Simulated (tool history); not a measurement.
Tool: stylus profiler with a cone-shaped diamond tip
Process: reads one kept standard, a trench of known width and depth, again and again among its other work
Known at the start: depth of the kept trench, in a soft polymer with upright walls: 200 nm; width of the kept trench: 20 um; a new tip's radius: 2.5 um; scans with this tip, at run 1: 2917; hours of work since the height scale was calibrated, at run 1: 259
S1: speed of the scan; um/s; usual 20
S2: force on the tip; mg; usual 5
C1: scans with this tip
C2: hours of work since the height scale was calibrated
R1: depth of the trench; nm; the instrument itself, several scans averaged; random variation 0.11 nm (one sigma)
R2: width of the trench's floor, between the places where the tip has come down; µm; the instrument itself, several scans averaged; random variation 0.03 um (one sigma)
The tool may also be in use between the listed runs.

run 1 hour=0 | S1=20 S2=5 | C1=2917 C2=259 | R1=202.26 R2=17.87
run 2 hour=44.3 | S1=20 S2=5 | C1=3219 C2=286 | R1=202.35 R2=17.82
run 3 hour=85.3 | S1=20 S2=5 | C1=3498 C2=311 | R1=202.32 R2=17.82
run 4 hour=116.3 | S1=20 S2=5 | C1=3709 C2=330 | R1=202.31 R2=17.86
run 5 hour=164.7 | S1=20 S2=5 | C1=4039 C2=359 | R1=202.37 R2=17.83
run 6 hour=197.1 | S1=20 S2=5 | C1=4259 C2=379 | R1=202.43 R2=17.83
run 7 hour=242.5 | S1=20 S2=5 | C1=4568 C2=406 | R1=202.42 R2=17.78
run 8 hour=284.8 | S1=20 S2=5 | C1=4856 C2=432 | R1=202.49 R2=17.82
run 9 hour=324.3 | S1=20 S2=5 | C1=5125 C2=455 | R1=202.46 R2=17.78
run 10 hour=350.8 | S1=22 S2=5 | C1=5305 C2=471 | R1=202.53 R2=17.78
run 11 hour=373.9 | S1=22 S2=5 | C1=5463 C2=485 | R1=202.55 R2=17.79
run 12 hour=408.8 | S1=22 S2=5 | C1=5700 C2=507 | R1=202.57 R2=17.75
run 13 hour=457.4 | S1=22 S2=2.63 | C1=6031 C2=536 | R1=201.75 R2=17.73
run 14 hour=487.6 | S1=22 S2=2.63 | C1=6237 C2=554 | R1=201.73 R2=17.67
run 15 hour=511.4 | S1=20 S2=5 | C1=6399 C2=569 | R1=202.51 R2=17.71
run 16 hour=545.3 | S1=20 S2=5 | C1=6629 C2=589 | R1=202.59 R2=17.73
run 17 hour=570.9 | S1=12 S2=5 | C1=6803 C2=605 | R1=202.48 R2=17.76
run 18 hour=608.1 | S1=12 S2=5 | C1=7057 C2=627 | R1=202.6 R2=17.76
run 19 hour=640.5 | S1=12 S2=5 | C1=7277 C2=647 | R1=202.67 R2=17.72
run 20 hour=664.7 | S1=20 S2=5 | C1=7442 C2=661 | R1=202.73 R2=17.71
-- hour=668.9 height scale calibrated on a step standard
run 21 hour=699 | S1=20 S2=5 | C1=7672 C2=18 | R1=202.65 R2=17.67
run 22 hour=743.1 | S1=20 S2=5 | C1=7972 C2=45 | R1=202.56 R2=17.73
run 23 hour=770.4 | S1=20 S2=7.94 | C1=8158 C2=61 | R1=203.51 R2=17.74
-- hour=781.1 height scale calibrated on a step standard, once more
run 24 hour=799.5 | S1=77 S2=9.62 | C1=8352 C2=11 | R1=203.34 R2=17.55
run 25 hour=826.6 | S1=59 S2=3.2 | C1=8537 C2=28 | R1=201.5 R2=17.54
run 26 hour=869.5 | S1=6 S2=11.72 | C1=8829 C2=53 | R1=203.74 R2=17.72
run 27 hour=898.8 | S1=50 S2=3.82 | C1=9029 C2=71 | R1=201.61 R2=17.46
run 28 hour=926 | S1=50 S2=3.82 | C1=9213 C2=88 | R1=201.7 R2=17.53
run 29 hour=965.6 | S1=34 S2=11.7 | C1=9483 C2=112 | R1=203.73 R2=17.68
run 30 hour=997.9 | S1=17 S2=11.29 | C1=9703 C2=131 | R1=203.86 R2=17.64
run 31 hour=1022.1 | S1=60 S2=2 | C1=9868 C2=146 | R1=201.19 R2=17.32
run 32 hour=1048.7 | S1=13 S2=2.03 | C1=10049 C2=162 | R1=201.17 R2=17.62
run 33 hour=1070.3 | S1=16 S2=1.96 | C1=10196 C2=175 | R1=201.15 R2=17.65
run 34 hour=1095.1 | S1=11 S2=11.63 | C1=10365 C2=190 | R1=203.81 R2=17.68
run 35 hour=1142.1 | S1=11 S2=11.63 | C1=10684 C2=218 | R1=204.03 R2=17.62
run 36 hour=1171.4 | S1=11 S2=11.63 | C1=10884 C2=236 | R1=203.87 R2=17.63
run 37 hour=1215.2 | S1=20 S2=5 | C1=11182 C2=263 | R1=202.39 R2=17.58
run 38 hour=1236.2 | S1=7 S2=4.01 | C1=11325 C2=275 | R1=202.07 R2=17.74
run 39 hour=1282.5 | S1=7 S2=4.01 | C1=11640 C2=303 | R1=201.93 R2=17.64
run 40 hour=1305.3 | S1=7 S2=4.01 | C1=11796 C2=317 | R1=202.04 R2=17.64
run 41 hour=1341.4 | S1=7 S2=4.01 | C1=12041 C2=339 | R1=202.04 R2=17.66
run 42 hour=1370.9 | S1=30 S2=5.18 | C1=12242 C2=357 | R1=202.39 R2=17.51
run 43 hour=1403.6 | S1=30 S2=5.18 | C1=12464 C2=377 | R1=202.32 R2=17.55
run 44 hour=1436.6 | S1=30 S2=5.18 | C1=12689 C2=397 | R1=202.42 R2=17.54
run 45 hour=1460.6 | S1=9 S2=9.94 | C1=12853 C2=411 | R1=203.52 R2=17.6
run 46 hour=1484 | S1=9 S2=9.94 | C1=13011 C2=425 | R1=203.79 R2=17.62

How the hidden state differs across the entries between the runs, from the last listed run before each to the first after it:
Between runs 20 and 21: height scale calibrated on a step standard (hour 668.9)
  radius of the tip, um: 3.15 -> 3.16; height scale over the true one, %: 0.249 -> 0.306
  measured less the result without the state, R1: +0.5 -> +0.62 nm; R2: -0.25 -> -0.25 µm
Between runs 23 and 24: height scale calibrated on a step standard, once more (hour 781.1)
  radius of the tip, um: 3.21 -> 3.23; height scale over the true one, %: 0.319 -> 0.024
  measured less the result without the state, R1: +0.65 -> +0.05 nm; R2: -0.27 -> -0.28 µm
